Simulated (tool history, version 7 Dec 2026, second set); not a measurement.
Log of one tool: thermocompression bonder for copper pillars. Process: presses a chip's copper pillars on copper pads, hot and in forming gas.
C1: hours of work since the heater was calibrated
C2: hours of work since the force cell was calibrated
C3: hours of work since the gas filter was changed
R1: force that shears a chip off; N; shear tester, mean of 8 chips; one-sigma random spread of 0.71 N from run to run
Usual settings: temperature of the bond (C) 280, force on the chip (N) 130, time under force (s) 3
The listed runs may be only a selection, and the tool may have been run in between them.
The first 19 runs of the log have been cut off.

{"run": 20, "hour": 170.2, "temperature of the bond (C)": 280, "force on the chip (N)": 130, "time under force (s)": 3, "C1": 351, "C2": 194, "C3": 107, "R1": 48.6}
{"run": 21, "hour": 182.3, "temperature of the bond (C)": 280, "force on the chip (N)": 130, "time under force (s)": 3, "C1": 359, "C2": 202, "C3": 114, "R1": 48.5}
{"run": 22, "hour": 190.0, "temperature of the bond (C)": 280, "force on the chip (N)": 112, "time under force (s)": 6, "C1": 364, "C2": 207, "C3": 119, "R1": 56.4}
{"run": 23, "hour": 199.8, "temperature of the bond (C)": 260, "force on the chip (N)": 145, "time under force (s)": 8, "C1": 370, "C2": 213, "C3": 125, "R1": 57.8}
{"run": 24, "hour": 211.7, "temperature of the bond (C)": 304, "force on the chip (N)": 144, "time under force (s)": 7, "C1": 377, "C2": 220, "C3": 133, "R1": 86.4}
{"run": 25, "hour": 217.3, "temperature of the bond (C)": 288, "force on the chip (N)": 105, "time under force (s)": 7, "C1": 381, "C2": 224, "C3": 136, "R1": 63.3}
{"run": 26, "hour": 229.6, "temperature of the bond (C)": 291, "force on the chip (N)": 163, "time under force (s)": 3, "C1": 388, "C2": 231, "C3": 144, "R1": 63}
{"run": 27, "hour": 238.5, "temperature of the bond (C)": 309, "force on the chip (N)": 130, "time under force (s)": 3, "C1": 394, "C2": 237, "C3": 149, "R1": 68.4}
{"run": 28, "hour": 250.0, "temperature of the bond (C)": 309, "force on the chip (N)": 130, "time under force (s)": 3, "C1": 401, "C2": 244, "C3": 157, "R1": 66.9}
{"run": 29, "hour": 258.4, "temperature of the bond (C)": 309, "force on the chip (N)": 130, "time under force (s)": 3, "C1": 406, "C2": 249, "C3": 162, "R1": 65.8}
{"run": 30, "hour": 265.2, "temperature of the bond (C)": 280, "force on the chip (N)": 95, "time under force (s)": 3, "C1": 411, "C2": 253, "C3": 166, "R1": 39.4}
{"run": 31, "hour": 277.1, "temperature of the bond (C)": 280, "force on the chip (N)": 95, "time under force (s)": 3, "C1": 418, "C2": 261, "C3": 173, "R1": 39.1}
{"run": 32, "hour": 285.6, "temperature of the bond (C)": 306, "force on the chip (N)": 172, "time under force (s)": 4, "C1": 423, "C2": 266, "C3": 179, "R1": 83.1}
{"run": 33, "hour": 290.9, "temperature of the bond (C)": 306, "force on the chip (N)": 136, "time under force (s)": 2, "C1": 427, "C2": 269, "C3": 182, "R1": 58.2}
{"run": 34, "hour": 301.2, "temperature of the bond (C)": 279, "force on the chip (N)": 151, "time under force (s)": 4, "C1": 433, "C2": 276, "C3": 189, "R1": 58.5}
{"run": 35, "hour": 313.6, "temperature of the bond (C)": 290, "force on the chip (N)": 97, "time under force (s)": 2, "C1": 441, "C2": 284, "C3": 196, "R1": 39.7}
{"run": 36, "hour": 318.9, "temperature of the bond (C)": 273, "force on the chip (N)": 97, "time under force (s)": 2, "C1": 444, "C2": 287, "C3": 200, "R1": 30.6}
{"run": 37, "hour": 328.2, "temperature of the bond (C)": 286, "force on the chip (N)": 82, "time under force (s)": 3, "C1": 450, "C2": 293, "C3": 205, "R1": 39}
{"run": 38, "hour": 339.6, "temperature of the bond (C)": 286, "force on the chip (N)": 82, "time under force (s)": 6, "C1": 457, "C2": 300, "C3": 212, "R1": 51.7}

Run 39 has not been measured yet. What should we expect?
{"run": 39, "hour": 346.7, "temperature of the bond (C)": 286, "force on the chip (N)": 82, "time under force (s)": 6, "C1": 461, "C2": 304, "C3": 217, "R1": "?"}

{"run 39": {"R1": 50.1}}
Take away the tool's hidden state, keep the run-to-run variation as it was, and the same run would have given R1 52.8 N.
